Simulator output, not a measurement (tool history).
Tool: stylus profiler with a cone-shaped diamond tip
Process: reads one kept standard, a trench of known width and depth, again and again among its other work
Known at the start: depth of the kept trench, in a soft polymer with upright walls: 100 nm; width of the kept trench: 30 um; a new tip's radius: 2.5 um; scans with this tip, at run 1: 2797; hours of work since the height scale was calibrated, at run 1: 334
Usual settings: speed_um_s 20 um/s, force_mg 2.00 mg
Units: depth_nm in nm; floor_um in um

run     day  speed_um_s  force_mg  scans with this tip  hours of work since the height scale was calibrated  depth_nm  floor_um
  1   0.000          20      2.00                 2797                                                  334    100.73     28.34
  2   0.275          20      2.00                 2835                                                  339    100.67     28.38
  3   0.933          20      2.00                 2927                                                  350    100.65     28.42
  4   1.292          20      2.00                 2977                                                  356    100.75     28.37
  5   1.667          20      2.00                 3030                                                  362    100.70     28.36
  6   2.288          20      2.00                 3117                                                  372    100.64     28.37
  7   2.942          20      2.00                 3208                                                  383    100.69     28.35
  8   3.383          20      2.91                 3270                                                  391    100.85     28.40
  9   3.833          20      2.91                 3333                                                  398    100.90     28.41
 10   4.304          20      2.91                 3399                                                  406    100.92     28.43
 11   4.925          20      2.91                 3485                                                  417    100.91     28.35
 12   5.321          49      2.00                 3541                                                  423    100.60     28.18
 13   5.867          49      2.00                 3617                                                  432    100.69     28.13
 14   6.521          22      2.27                 3709                                                  443    100.73     28.35
 15   7.000          20      4.66                 3776                                                  451    101.25     28.44
 16   7.304          20      5.35                 3818                                                  456    101.33     28.44
 17   7.946          11      4.33                 3908                                                  467    101.17     28.44
 18   8.462          11      4.33                 3980                                                  476    101.16     28.45
 19   8.912          11      4.33                 4043                                                  483    101.17     28.47
 20   9.421           6      2.00                 4114                                                  492    100.54     28.42
 21   9.900          15      2.00                 4181                                                  500    100.69     28.45
 22  10.546          25      2.25                 4272                                                  511    100.65     28.31
 23  10.892           7      3.60                 4320                                                  516    100.96     28.47
 24  11.196          10      2.62                 4363                                                  521    100.78     28.42
 25  11.858          16      0.67                 4455                                                  532    100.24     28.30

Measured less the same run without the tool's hidden state. The same run-to-run variation is in both; the gauge's scatter may not be:
The hidden state here: radius of the tip, um; height scale over the true one, %; drift of the gauge itself on depth_nm, %; drift of the gauge itself on floor_um, %.
run  depth_nm  floor_um
  1     -0.08     -0.06
  2     -0.08     -0.06
  3     -0.08     -0.07
  4     -0.09     -0.06
  5     -0.09     -0.07
  6     -0.09     -0.07
  7     -0.09     -0.07
  8     -0.10     -0.08
  9     -0.10     -0.07
 10     -0.10     -0.08
 11     -0.11     -0.08
 12     -0.11     -0.08
 13     -0.11     -0.08
 14     -0.12     -0.09
 15     -0.12     -0.08
 16     -0.13     -0.08
 17     -0.13     -0.09
 18     -0.13     -0.09
 19     -0.13     -0.09
 20     -0.13     -0.09
 21     -0.13     -0.09
 22     -0.14     -0.09
 23     -0.14     -0.09
 24     -0.15     -0.10
 25     -0.15     -0.10

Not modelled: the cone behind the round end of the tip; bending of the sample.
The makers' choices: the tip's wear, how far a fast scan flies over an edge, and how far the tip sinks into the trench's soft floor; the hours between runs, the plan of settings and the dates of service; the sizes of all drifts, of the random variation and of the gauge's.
